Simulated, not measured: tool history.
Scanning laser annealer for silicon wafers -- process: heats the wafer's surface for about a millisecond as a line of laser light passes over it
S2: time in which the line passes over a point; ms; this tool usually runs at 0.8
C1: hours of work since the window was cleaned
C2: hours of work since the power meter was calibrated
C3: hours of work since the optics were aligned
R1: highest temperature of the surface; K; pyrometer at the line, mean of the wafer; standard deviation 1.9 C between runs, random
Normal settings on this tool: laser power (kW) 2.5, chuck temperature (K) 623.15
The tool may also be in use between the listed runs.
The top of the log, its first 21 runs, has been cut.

{"run": 22, "day": 50.079, "laser power (kW)": 2.239, "S2": 0.8, "chuck temperature (K)": 661.15, "C1": 144, "C2": 2297, "C3": 716, "R1": 1334.15}
{"run": 23, "day": 52.642, "laser power (kW)": 2.322, "S2": 0.741, "chuck temperature (K)": 592.15, "C1": 175, "C2": 2328, "C3": 748, "R1": 1263.15}
{"run": 24, "day": 54.133, "laser power (kW)": 2.713, "S2": 0.86, "chuck temperature (K)": 655.15, "C1": 194, "C2": 2347, "C3": 766, "R1": 1520.15}
{"run": 25, "day": 55.717, "laser power (kW)": 2.713, "S2": 0.86, "chuck temperature (K)": 655.15, "C1": 213, "C2": 2366, "C3": 786, "R1": 1516.15}
{"day": 56.15, "done": "laser's power meter calibrated"}
{"run": 26, "day": 59.088, "laser power (kW)": 2.713, "S2": 0.86, "chuck temperature (K)": 655.15, "C1": 253, "C2": 36, "C3": 826, "R1": 1499.15}
{"run": 27, "day": 62.479, "laser power (kW)": 2.713, "S2": 0.943, "chuck temperature (K)": 640.15, "C1": 295, "C2": 78, "C3": 867, "R1": 1514.15}
{"run": 28, "day": 65.779, "laser power (kW)": 2.713, "S2": 0.943, "chuck temperature (K)": 640.15, "C1": 335, "C2": 119, "C3": 908, "R1": 1507.15}
{"day": 67.133, "done": "window over the wafer cleaned"}
{"run": 29, "day": 68.404, "laser power (kW)": 2.713, "S2": 0.943, "chuck temperature (K)": 640.15, "C1": 16, "C2": 150, "C3": 939, "R1": 1553.15}
{"run": 30, "day": 70.042, "laser power (kW)": 2.713, "S2": 0.943, "chuck temperature (K)": 640.15, "C1": 36, "C2": 170, "C3": 959, "R1": 1550.15}
{"run": 31, "day": 71.942, "laser power (kW)": 2.713, "S2": 0.943, "chuck temperature (K)": 640.15, "C1": 59, "C2": 193, "C3": 983, "R1": 1542.15}
{"day": 73.825, "done": "laser's power meter calibrated, once more"}
{"run": 32, "day": 74.946, "laser power (kW)": 2.713, "S2": 0.943, "chuck temperature (K)": 640.15, "C1": 95, "C2": 14, "C3": 1018, "R1": 1575.15}
{"run": 33, "day": 77.438, "laser power (kW)": 2.452, "S2": 0.943, "chuck temperature (K)": 640.15, "C1": 125, "C2": 45, "C3": 1049, "R1": 1465.15}

The next listed run, before its measurement:
{"run": 34, "day": 79.346, "laser power (kW)": 2.496, "S2": 0.957, "chuck temperature (K)": 623.15, "C1": 149, "C2": 68, "C3": 1072, "R1": "?"}

{"run 34": {"R1": 1466.15}}
With no hidden state in the tool, this same run would have given R1 1496.15 K.

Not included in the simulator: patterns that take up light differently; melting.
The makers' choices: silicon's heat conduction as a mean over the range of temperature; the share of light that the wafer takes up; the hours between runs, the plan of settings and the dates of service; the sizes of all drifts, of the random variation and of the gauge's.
